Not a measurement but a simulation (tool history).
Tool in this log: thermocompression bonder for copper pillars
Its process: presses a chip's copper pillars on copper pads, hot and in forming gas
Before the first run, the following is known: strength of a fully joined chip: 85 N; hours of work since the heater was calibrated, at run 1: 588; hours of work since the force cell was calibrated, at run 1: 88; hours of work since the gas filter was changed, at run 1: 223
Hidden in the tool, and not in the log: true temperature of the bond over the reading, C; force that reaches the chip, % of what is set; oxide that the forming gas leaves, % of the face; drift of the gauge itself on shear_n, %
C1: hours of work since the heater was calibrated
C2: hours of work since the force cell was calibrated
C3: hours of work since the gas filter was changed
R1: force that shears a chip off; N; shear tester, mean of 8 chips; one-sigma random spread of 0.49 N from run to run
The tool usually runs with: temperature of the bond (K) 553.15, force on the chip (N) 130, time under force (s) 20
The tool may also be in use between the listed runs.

{"run": 1, "day": 0.0, "temperature of the bond (K)": 553.15, "force on the chip (N)": 130, "time under force (s)": 20, "C1": 588, "C2": 88, "C3": 223, "R1": 58.7}
{"run": 2, "day": 0.208, "temperature of the bond (K)": 553.15, "force on the chip (N)": 130, "time under force (s)": 20, "C1": 591, "C2": 90, "C3": 226, "R1": 59.8}
{"run": 3, "day": 0.646, "temperature of the bond (K)": 553.15, "force on the chip (N)": 130, "time under force (s)": 20, "C1": 595, "C2": 95, "C3": 230, "R1": 59.6}
{"run": 4, "day": 1.108, "temperature of the bond (K)": 553.15, "force on the chip (N)": 130, "time under force (s)": 20, "C1": 600, "C2": 99, "C3": 235, "R1": 58.4}
{"run": 5, "day": 1.408, "temperature of the bond (K)": 553.15, "force on the chip (N)": 130, "time under force (s)": 20, "C1": 603, "C2": 103, "C3": 238, "R1": 58.1}
{"run": 6, "day": 1.8, "temperature of the bond (K)": 553.15, "force on the chip (N)": 130, "time under force (s)": 20, "C1": 607, "C2": 107, "C3": 242, "R1": 59.4}
{"run": 7, "day": 2.15, "temperature of the bond (K)": 553.15, "force on the chip (N)": 130, "time under force (s)": 20, "C1": 611, "C2": 110, "C3": 246, "R1": 59.1}
{"run": 8, "day": 2.383, "temperature of the bond (K)": 553.15, "force on the chip (N)": 130, "time under force (s)": 20, "C1": 613, "C2": 113, "C3": 248, "R1": 57.3}
{"run": 9, "day": 2.812, "temperature of the bond (K)": 553.15, "force on the chip (N)": 130, "time under force (s)": 20, "C1": 618, "C2": 117, "C3": 253, "R1": 59}
{"run": 10, "day": 3.308, "temperature of the bond (K)": 553.15, "force on the chip (N)": 130, "time under force (s)": 20, "C1": 623, "C2": 122, "C3": 258, "R1": 58.7}
{"run": 11, "day": 3.717, "temperature of the bond (K)": 553.15, "force on the chip (N)": 168, "time under force (s)": 20, "C1": 627, "C2": 127, "C3": 262, "R1": 65.7}
{"run": 12, "day": 4.212, "temperature of the bond (K)": 553.15, "force on the chip (N)": 103, "time under force (s)": 20, "C1": 632, "C2": 132, "C3": 267, "R1": 52.2}
{"run": 13, "day": 4.442, "temperature of the bond (K)": 553.15, "force on the chip (N)": 130, "time under force (s)": 44, "C1": 635, "C2": 134, "C3": 270, "R1": 68}
{"run": 14, "day": 4.879, "temperature of the bond (K)": 553.15, "force on the chip (N)": 130, "time under force (s)": 44, "C1": 639, "C2": 139, "C3": 274, "R1": 66.6}
{"run": 15, "day": 5.246, "temperature of the bond (K)": 553.15, "force on the chip (N)": 130, "time under force (s)": 44, "C1": 643, "C2": 142, "C3": 278, "R1": 66.6}
{"run": 16, "day": 5.488, "temperature of the bond (K)": 553.15, "force on the chip (N)": 130, "time under force (s)": 44, "C1": 646, "C2": 145, "C3": 281, "R1": 67}
{"run": 17, "day": 5.967, "temperature of the bond (K)": 566.15, "force on the chip (N)": 130, "time under force (s)": 20, "C1": 650, "C2": 150, "C3": 285, "R1": 63.7}
{"run": 18, "day": 6.271, "temperature of the bond (K)": 566.15, "force on the chip (N)": 130, "time under force (s)": 20, "C1": 654, "C2": 153, "C3": 289, "R1": 63.7}
{"run": 19, "day": 6.712, "temperature of the bond (K)": 566.15, "force on the chip (N)": 130, "time under force (s)": 20, "C1": 658, "C2": 158, "C3": 293, "R1": 64}
{"day": 6.771, "done": "forming gas filter changed"}
{"run": 20, "day": 7.0, "temperature of the bond (K)": 553.15, "force on the chip (N)": 130, "time under force (s)": 13, "C1": 661, "C2": 160, "C3": 2, "R1": 57.9}
{"run": 21, "day": 7.492, "temperature of the bond (K)": 548.15, "force on the chip (N)": 82, "time under force (s)": 36, "C1": 666, "C2": 166, "C3": 7, "R1": 55.6}
{"run": 22, "day": 8.0, "temperature of the bond (K)": 581.15, "force on the chip (N)": 143, "time under force (s)": 35, "C1": 671, "C2": 171, "C3": 13, "R1": 80.8}
{"run": 23, "day": 8.317, "temperature of the bond (K)": 579.15, "force on the chip (N)": 142, "time under force (s)": 30, "C1": 675, "C2": 174, "C3": 16, "R1": 79.6}
{"run": 24, "day": 8.625, "temperature of the bond (K)": 537.15, "force on the chip (N)": 133, "time under force (s)": 36, "C1": 678, "C2": 177, "C3": 19, "R1": 63.9}
{"run": 25, "day": 8.988, "temperature of the bond (K)": 541.15, "force on the chip (N)": 130, "time under force (s)": 39, "C1": 682, "C2": 181, "C3": 23, "R1": 67}
{"run": 26, "day": 9.229, "temperature of the bond (K)": 540.15, "force on the chip (N)": 121, "time under force (s)": 56, "C1": 684, "C2": 184, "C3": 26, "R1": 70.1}
{"run": 27, "day": 9.446, "temperature of the bond (K)": 553.15, "force on the chip (N)": 111, "time under force (s)": 20, "C1": 686, "C2": 186, "C3": 28, "R1": 58.1}
{"run": 28, "day": 9.729, "temperature of the bond (K)": 563.15, "force on the chip (N)": 105, "time under force (s)": 20, "C1": 689, "C2": 189, "C3": 31, "R1": 62.1}
{"run": 29, "day": 10.0, "temperature of the bond (K)": 565.15, "force on the chip (N)": 115, "time under force (s)": 14, "C1": 692, "C2": 192, "C3": 34, "R1": 60.6}
{"run": 30, "day": 10.346, "temperature of the bond (K)": 565.15, "force on the chip (N)": 115, "time under force (s)": 14, "C1": 696, "C2": 195, "C3": 37, "R1": 61.5}
{"run": 31, "day": 10.562, "temperature of the bond (K)": 527.15, "force on the chip (N)": 86, "time under force (s)": 20, "C1": 698, "C2": 198, "C3": 39, "R1": 36.9}
{"run": 32, "day": 10.875, "temperature of the bond (K)": 527.15, "force on the chip (N)": 86, "time under force (s)": 20, "C1": 701, "C2": 201, "C3": 43, "R1": 36.9}
{"run": 33, "day": 11.088, "temperature of the bond (K)": 527.15, "force on the chip (N)": 133, "time under force (s)": 28, "C1": 704, "C2": 203, "C3": 45, "R1": 55.5}
{"run": 34, "day": 11.446, "temperature of the bond (K)": 564.15, "force on the chip (N)": 130, "time under force (s)": 20, "C1": 707, "C2": 207, "C3": 49, "R1": 69.4}
{"run": 35, "day": 11.708, "temperature of the bond (K)": 546.15, "force on the chip (N)": 137, "time under force (s)": 11, "C1": 710, "C2": 209, "C3": 51, "R1": 52.6}
{"run": 36, "day": 11.921, "temperature of the bond (K)": 553.15, "force on the chip (N)": 160, "time under force (s)": 24, "C1": 712, "C2": 212, "C3": 54, "R1": 72}
{"run": 37, "day": 12.262, "temperature of the bond (K)": 553.15, "force on the chip (N)": 160, "time under force (s)": 24, "C1": 716, "C2": 215, "C3": 57, "R1": 73.1}
{"run": 38, "day": 12.667, "temperature of the bond (K)": 572.15, "force on the chip (N)": 160, "time under force (s)": 14, "C1": 720, "C2": 219, "C3": 61, "R1": 73.3}
{"run": 39, "day": 13.008, "temperature of the bond (K)": 572.15, "force on the chip (N)": 160, "time under force (s)": 14, "C1": 724, "C2": 223, "C3": 65, "R1": 73.5}
{"run": 40, "day": 13.379, "temperature of the bond (K)": 560.15, "force on the chip (N)": 95, "time under force (s)": 50, "C1": 727, "C2": 227, "C3": 69, "R1": 69.3}

3 options for the next run, each taken on its own from the tool as it stands now. Forecast them:
{"run": "A", "day": 13.892, "temperature of the bond (K)": 560.15, "force on the chip (N)": 100, "time under force (s)": 22, "C1": 733, "C2": 232, "C3": 74, "R1": "?"}
{"run": "B", "day": 13.892, "temperature of the bond (K)": 560.15, "force on the chip (N)": 95, "time under force (s)": 29, "C1": 733, "C2": 232, "C3": 74, "R1": "?"}
{"run": "C", "day": 13.892, "temperature of the bond (K)": 568.15, "force on the chip (N)": 98, "time under force (s)": 12, "C1": 733, "C2": 232, "C3": 74, "R1": "?"}

run=A R1=60.7
run=B R1=62.1
run=C R1=54.5
Take away the tool's hidden state, keep each run's random variation, and the runs would have read:
run=A R1=55.7
run=B R1=57.3
run=C R1=49.4

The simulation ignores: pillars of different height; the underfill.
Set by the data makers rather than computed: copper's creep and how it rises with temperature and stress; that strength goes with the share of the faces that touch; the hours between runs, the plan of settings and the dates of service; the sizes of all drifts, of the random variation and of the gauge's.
